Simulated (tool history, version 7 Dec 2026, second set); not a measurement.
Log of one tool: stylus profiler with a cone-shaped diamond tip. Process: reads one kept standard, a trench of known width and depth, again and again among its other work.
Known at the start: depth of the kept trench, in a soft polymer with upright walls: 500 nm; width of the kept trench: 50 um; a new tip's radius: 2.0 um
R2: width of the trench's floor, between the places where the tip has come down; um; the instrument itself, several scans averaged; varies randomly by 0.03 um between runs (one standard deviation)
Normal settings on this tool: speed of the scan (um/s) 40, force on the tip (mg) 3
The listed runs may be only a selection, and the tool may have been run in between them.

run 1 hour=0 | speed_of_the_scan_(um/s)=40 force_on_the_tip_(mg)=3 | depth_of_the_trench_(Å)=5054.5 R2=46.11
run 2 hour=20.1 | speed_of_the_scan_(um/s)=40 force_on_the_tip_(mg)=3 | depth_of_the_trench_(Å)=5057.8 R2=46.05
run 3 hour=46.8 | speed_of_the_scan_(um/s)=40 force_on_the_tip_(mg)=3 | depth_of_the_trench_(Å)=5051.2 R2=46.16
run 4 hour=76.2 | speed_of_the_scan_(um/s)=40 force_on_the_tip_(mg)=3 | depth_of_the_trench_(Å)=5058.4 R2=46.09
run 5 hour=101.9 | speed_of_the_scan_(um/s)=40 force_on_the_tip_(mg)=3 | depth_of_the_trench_(Å)=5054.5 R2=46.1
run 6 hour=123.9 | speed_of_the_scan_(um/s)=40 force_on_the_tip_(mg)=1.42 | depth_of_the_trench_(Å)=5031.2 R2=45.93
run 7 hour=150.9 | speed_of_the_scan_(um/s)=33 force_on_the_tip_(mg)=3 | depth_of_the_trench_(Å)=5053.8 R2=46.09
run 8 hour=174.3 | speed_of_the_scan_(um/s)=33 force_on_the_tip_(mg)=3 | depth_of_the_trench_(Å)=5055.7 R2=46.05
run 9 hour=204.5 | speed_of_the_scan_(um/s)=33 force_on_the_tip_(mg)=3 | depth_of_the_trench_(Å)=5054.5 R2=46.05
run 10 hour=238.4 | speed_of_the_scan_(um/s)=156 force_on_the_tip_(mg)=1.68 | depth_of_the_trench_(Å)=5036 R2=45.17
run 11 hour=264.5 | speed_of_the_scan_(um/s)=156 force_on_the_tip_(mg)=1.68 | depth_of_the_trench_(Å)=5033.9 R2=45.16
run 12 hour=285.7 | speed_of_the_scan_(um/s)=156 force_on_the_tip_(mg)=1.68 | depth_of_the_trench_(Å)=5034.5 R2=45.19
run 13 hour=310.7 | speed_of_the_scan_(um/s)=84 force_on_the_tip_(mg)=3.95 | depth_of_the_trench_(Å)=5066.5 R2=45.84
run 14 hour=344.8 | speed_of_the_scan_(um/s)=132 force_on_the_tip_(mg)=7.2 | depth_of_the_trench_(Å)=5106.7 R2=45.73

Here are 5 independent what-if runs from the current tool condition. What would each one return?
run A hour=374.7 | speed_of_the_scan_(um/s)=132 force_on_the_tip_(mg)=1.49 | depth_of_the_trench_(Å)=? R2=?
run B hour=374.7 | speed_of_the_scan_(um/s)=144 force_on_the_tip_(mg)=4.79 | depth_of_the_trench_(Å)=? R2=?
run C hour=374.7 | speed_of_the_scan_(um/s)=19 force_on_the_tip_(mg)=1.66 | depth_of_the_trench_(Å)=? R2=?
run D hour=374.7 | speed_of_the_scan_(um/s)=45 force_on_the_tip_(mg)=3.45 | depth_of_the_trench_(Å)=? R2=?
run E hour=374.7 | speed_of_the_scan_(um/s)=21 force_on_the_tip_(mg)=3.67 | depth_of_the_trench_(Å)=? R2=?

run=A depth_of_the_trench_(Å)=5028.2 R2=45.19
run=B depth_of_the_trench_(Å)=5077.7 R2=45.6
run=C depth_of_the_trench_(Å)=5028.6 R2=46.09
run=D depth_of_the_trench_(Å)=5059.8 R2=45.97
run=E depth_of_the_trench_(Å)=5063 R2=46.04
What these runs would have given with no unlogged condition in the tool:
run=A depth_of_the_trench_(Å)=5037.7 R2=46.38
run=B depth_of_the_trench_(Å)=5087.3 R2=46.79
run=C depth_of_the_trench_(Å)=5038.1 R2=47.28
run=D depth_of_the_trench_(Å)=5069.3 R2=47.17
run=E depth_of_the_trench_(Å)=5072.6 R2=47.24
